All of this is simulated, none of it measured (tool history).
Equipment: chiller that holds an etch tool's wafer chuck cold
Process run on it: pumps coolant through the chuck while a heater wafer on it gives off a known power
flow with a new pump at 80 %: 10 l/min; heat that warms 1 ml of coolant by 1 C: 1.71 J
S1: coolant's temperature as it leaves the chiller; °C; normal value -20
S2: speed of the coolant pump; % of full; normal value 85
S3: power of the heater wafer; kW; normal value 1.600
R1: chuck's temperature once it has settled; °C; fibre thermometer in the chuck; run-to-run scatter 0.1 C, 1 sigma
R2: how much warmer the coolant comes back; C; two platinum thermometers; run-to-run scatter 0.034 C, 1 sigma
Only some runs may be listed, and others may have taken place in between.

run	hour	S1	S2	S3	R1	R2
1	0.0	-20	85	1.600	-4.5	5.45
2	26.9	-20	85	1.600	-4.7	5.41
3	81.5	-20	85	1.600	-4.7	5.39
4	133.4	-20	85	1.600	-4.5	5.37
5	158.5	-20	85	1.122	-9.2	3.82
6	186.0	-20	85	1.122	-9.2	3.80
7	233.5	-20	97	1.122	-10.2	3.36
8	274.6	-20	97	1.122	-10.2	3.32
9	330.4	-12	85	1.600	3.4	5.41
10	358.9	-12	85	1.600	3.5	5.46
11	388.0	-21	85	1.600	-5.6	5.44
12	417.8	-20	85	1.600	-4.4	5.42
13	463.5	-20	85	1.600	-4.6	5.49
14	488.4	-20	85	1.600	-4.4	5.44
15	547.2	-20	85	1.600	-4.5	5.45
16	593.6	-20	85	1.600	-4.4	5.45
17	636.9	-25	73	1.600	-8.0	6.29
18	692.1	-19	85	1.600	-3.5	5.45
19	730.6	-19	85	1.600	-3.4	5.49
20	772.4	-19	85	1.600	-3.2	5.52
21	803.9	-15	85	0.850	-6.9	2.91
22	852.8	-26	85	1.600	-10.2	5.41
23	884.5	-26	85	1.600	-10.3	5.51
24	919.3	-28	70	2.018	-5.7	8.33
25	974.0	-24	71	2.018	-1.7	8.22
26	1021.1	-10	77	1.600	6.7	6.05
27	1049.8	-13	77	2.000	8.0	7.58

Each row is a separate what-if for the run after 27, all from the same tool condition, not one after another. Results?
A	1084.6	-26	72	2.000	?	?
B	1084.6	-21	76	0.842	?	?
C	1084.6	-11	65	1.019	?	?
D	1084.6	-13	77	0.879	?	?

run	R1	R2
A	-4.2	8.05
B	-12.4	3.16
C	0.6	4.55
D	-4.2	3.29
With the hidden condition removed and each run's random variation left untouched, the same runs would have given:
run	R1	R2
A	-6.1	7.77
B	-12.8	3.05
C	-0.2	4.40
D	-4.7	3.18
